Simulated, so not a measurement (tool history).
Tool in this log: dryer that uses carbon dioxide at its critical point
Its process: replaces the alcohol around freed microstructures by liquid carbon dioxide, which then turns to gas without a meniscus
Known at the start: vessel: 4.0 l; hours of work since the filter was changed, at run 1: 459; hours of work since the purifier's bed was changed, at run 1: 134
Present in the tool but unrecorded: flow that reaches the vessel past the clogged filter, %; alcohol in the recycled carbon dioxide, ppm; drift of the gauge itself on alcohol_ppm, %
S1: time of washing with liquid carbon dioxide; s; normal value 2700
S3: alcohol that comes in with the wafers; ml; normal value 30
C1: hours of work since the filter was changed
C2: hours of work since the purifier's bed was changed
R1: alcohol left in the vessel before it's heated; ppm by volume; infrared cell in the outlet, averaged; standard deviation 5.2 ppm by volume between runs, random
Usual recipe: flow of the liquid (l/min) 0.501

run 1 day=0 | S1=2700 flow_of_the_liquid_(l/min)=0.501 S3=30 | C1=459 C2=134 | R1=146
run 2 day=0.746 | S1=2700 flow_of_the_liquid_(l/min)=0.501 S3=30 | C1=467 C2=141 | R1=154
run 3 day=1.321 | S1=2700 flow_of_the_liquid_(l/min)=0.501 S3=30 | C1=473 C2=147 | R1=151
run 4 day=1.767 | S1=2700 flow_of_the_liquid_(l/min)=0.501 S3=30 | C1=477 C2=152 | R1=148
run 5 day=2.333 | S1=2700 flow_of_the_liquid_(l/min)=0.501 S3=30 | C1=483 C2=157 | R1=151
run 6 day=3.071 | S1=2700 flow_of_the_liquid_(l/min)=0.501 S3=30 | C1=490 C2=165 | R1=146
run 7 day=3.629 | S1=3180 flow_of_the_liquid_(l/min)=0.501 S3=30 | C1=496 C2=171 | R1=88
run 8 day=4.075 | S1=4140 flow_of_the_liquid_(l/min)=0.501 S3=30 | C1=501 C2=175 | R1=29
run 9 day=4.517 | S1=4140 flow_of_the_liquid_(l/min)=0.501 S3=30 | C1=505 C2=180 | R1=29
run 10 day=5.046 | S1=3060 flow_of_the_liquid_(l/min)=0.338 S3=23 | C1=511 C2=185 | R1=304
run 11 day=5.571 | S1=3060 flow_of_the_liquid_(l/min)=0.338 S3=23 | C1=516 C2=191 | R1=283
run 12 day=6.121 | S1=3060 flow_of_the_liquid_(l/min)=0.338 S3=66 | C1=522 C2=196 | R1=803
run 13 day=6.546 | S1=3060 flow_of_the_liquid_(l/min)=0.338 S3=66 | C1=526 C2=201 | R1=790
-- day=6.888 inlet filter changed
run 14 day=6.958 | S1=2400 flow_of_the_liquid_(l/min)=0.564 S3=21 | C1=1 C2=204 | R1=79
run 15 day=7.712 | S1=2400 flow_of_the_liquid_(l/min)=0.564 S3=21 | C1=8 C2=212 | R1=93

How the hidden state differs across the entries between the runs, from the last listed run before each to the first after it:
Runs 13 to 14: inlet filter changed (day 6.888)
  flow that reaches the vessel past the clogged filter, %: 90 -> 99.6; alcohol in the recycled carbon dioxide, ppm: 17.8 -> 18.1
  the result without the hidden state subtracted from the measured one, R1: +235 -> +15 ppm by volume
